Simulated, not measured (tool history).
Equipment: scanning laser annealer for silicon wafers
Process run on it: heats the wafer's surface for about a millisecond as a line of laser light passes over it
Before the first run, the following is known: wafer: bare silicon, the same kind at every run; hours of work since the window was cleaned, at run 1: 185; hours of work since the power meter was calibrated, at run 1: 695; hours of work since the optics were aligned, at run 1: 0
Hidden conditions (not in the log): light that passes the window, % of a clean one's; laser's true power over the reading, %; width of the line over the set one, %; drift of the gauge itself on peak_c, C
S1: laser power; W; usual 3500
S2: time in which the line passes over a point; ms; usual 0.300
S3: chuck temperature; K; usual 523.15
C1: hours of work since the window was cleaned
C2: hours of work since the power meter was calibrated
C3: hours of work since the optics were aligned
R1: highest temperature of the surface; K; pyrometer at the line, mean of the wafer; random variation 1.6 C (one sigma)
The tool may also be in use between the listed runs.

| run | hour | S1 | S2 | S3 | C1 | C2 | C3 | R1 |
|---|---|---|---|---|---|---|---|---|
| 1 | 0.0 | 3500 | 0.300 | 523.15 | 185 | 695 | 0 | 1307.15 |
| 2 | 28.4 | 3500 | 0.300 | 523.15 | 206 | 715 | 20 | 1309.15 |
| 3 | 76.8 | 3500 | 0.300 | 523.15 | 240 | 750 | 55 | 1305.15 |
| 4 | 137.4 | 3541 | 0.300 | 523.15 | 284 | 793 | 98 | 1314.15 |
| 5 | 165.8 | 3500 | 0.240 | 523.15 | 304 | 814 | 119 | 1224.15 |
|  | 183.1 | window over the wafer cleaned |
| 6 | 208.1 | 3500 | 0.300 | 548.15 | 18 | 843 | 147 | 1343.15 |
| 7 | 268.5 | 3500 | 0.300 | 548.15 | 61 | 886 | 191 | 1340.15 |
| 8 | 324.8 | 3500 | 0.300 | 548.15 | 101 | 926 | 231 | 1332.15 |
| 9 | 385.6 | 3500 | 0.300 | 548.15 | 145 | 970 | 274 | 1336.15 |
| 10 | 438.4 | 3500 | 0.300 | 548.15 | 183 | 1007 | 312 | 1330.15 |
| 11 | 483.1 | 3500 | 0.300 | 548.15 | 215 | 1039 | 344 | 1330.15 |
| 12 | 508.6 | 3500 | 0.300 | 548.15 | 233 | 1058 | 362 | 1331.15 |
| 13 | 545.7 | 3500 | 0.300 | 548.15 | 259 | 1084 | 389 | 1327.15 |
| 14 | 572.0 | 3500 | 0.361 | 523.15 | 278 | 1103 | 408 | 1374.15 |
|  | 625.8 | window over the wafer cleaned |
| 15 | 632.6 | 3500 | 0.361 | 523.15 | 5 | 1145 | 450 | 1383.15 |
| 16 | 665.1 | 3500 | 0.361 | 523.15 | 28 | 1168 | 473 | 1388.15 |
| 17 | 711.2 | 3500 | 0.300 | 523.15 | 61 | 1201 | 506 | 1310.15 |
| 18 | 741.0 | 3500 | 0.300 | 523.15 | 82 | 1222 | 527 | 1309.15 |
| 19 | 769.2 | 3500 | 0.300 | 523.15 | 103 | 1243 | 547 | 1307.15 |
| 20 | 819.7 | 3500 | 0.300 | 525.15 | 139 | 1279 | 584 | 1309.15 |
| 21 | 863.4 | 3009 | 0.235 | 521.15 | 170 | 1310 | 615 | 1119.15 |

Run 22 comes next. What will it give?
| 22 | 915.8 | 3009 | 0.235 | 521.15 | 208 | 1347 | 652 | ? |

{"run 22": {"R1": 1119.15}}
Without the tool's hidden state the same run would have given R1 1133.15 K.

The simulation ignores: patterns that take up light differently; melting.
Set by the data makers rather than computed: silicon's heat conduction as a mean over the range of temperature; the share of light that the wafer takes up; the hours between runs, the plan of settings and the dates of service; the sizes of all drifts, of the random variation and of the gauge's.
